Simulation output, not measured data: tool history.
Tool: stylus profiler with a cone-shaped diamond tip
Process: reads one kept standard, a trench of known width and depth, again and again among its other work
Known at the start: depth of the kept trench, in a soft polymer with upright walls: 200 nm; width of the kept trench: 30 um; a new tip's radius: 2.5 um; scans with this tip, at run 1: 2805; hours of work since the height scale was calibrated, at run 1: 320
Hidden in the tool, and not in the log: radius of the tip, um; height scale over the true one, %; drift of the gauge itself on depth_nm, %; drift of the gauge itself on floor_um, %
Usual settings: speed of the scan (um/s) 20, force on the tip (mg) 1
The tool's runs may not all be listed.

| run | day | speed of the scan (um/s) | force on the tip (mg) | scans with this tip | hours of work since the height scale was calibrated | depth of the trench (angstrom) | width of the trench's floor (µm) |
|---|---|---|---|---|---|---|---|
| 1 | 0 | 20 | 1 | 2805 | 320 | 2011.8 | 27.85 |
| 2 | 0.667 | 20 | 0.53 | 2891 | 330 | 2007.9 | 27.81 |
| 3 | 1.512 | 20 | 0.42 | 3001 | 343 | 2006.2 | 27.82 |
| 4 | 2.042 | 20 | 0.42 | 3069 | 351 | 2006.5 | 27.84 |
| 5 | 2.7 | 20 | 0.42 | 3155 | 360 | 2006.8 | 27.86 |
| 6 | 3.425 | 10 | 1 | 3248 | 371 | 2011.8 | 27.96 |
| 7 | 4.217 | 10 | 1 | 3351 | 383 | 2011.8 | 27.97 |
| 8 | 4.708 | 10 | 1 | 3415 | 390 | 2011.4 | 28.02 |
| 9 | 5.142 | 10 | 1 | 3472 | 397 | 2011.7 | 27.95 |
| 10 | 5.671 | 10 | 1 | 3540 | 404 | 2011.5 | 27.97 |
| 11 | 6.45 | 10 | 1 | 3641 | 416 | 2012.2 | 27.98 |
| 12 | 7.038 | 10 | 1 | 3717 | 425 | 2011.7 | 27.93 |
| 13 | 7.517 | 10 | 1 | 3779 | 432 | 2011.6 | 28.02 |
| 14 | 8.317 | 20 | 0.48 | 3883 | 444 | 2006.7 | 27.85 |
| 15 | 8.825 | 20 | 0.52 | 3949 | 451 | 2007.2 | 27.79 |
| 16 | 9.338 | 20 | 0.52 | 4016 | 459 | 2007.3 | 27.9 |
| 17 | 10.029 | 20 | 0.52 | 4105 | 469 | 2007.6 | 27.85 |
| 18 | 10.646 | 13 | 1.95 | 4185 | 478 | 2019.2 | 27.98 |
| 19 | 11.058 | 8 | 1.8 | 4238 | 484 | 2017.6 | 28.01 |

Forecast run 20:
| 20 | 11.742 | 8 | 1.8 | 4327 | 494 | ? | ? |

Run 20 gave depth of the trench (angstrom) 2017.8, width of the trench's floor (µm) 27.98.
Without the tool's hidden state the same run would have given depth of the trench (angstrom) 2017.8, width of the trench's floor (µm) 27.98.
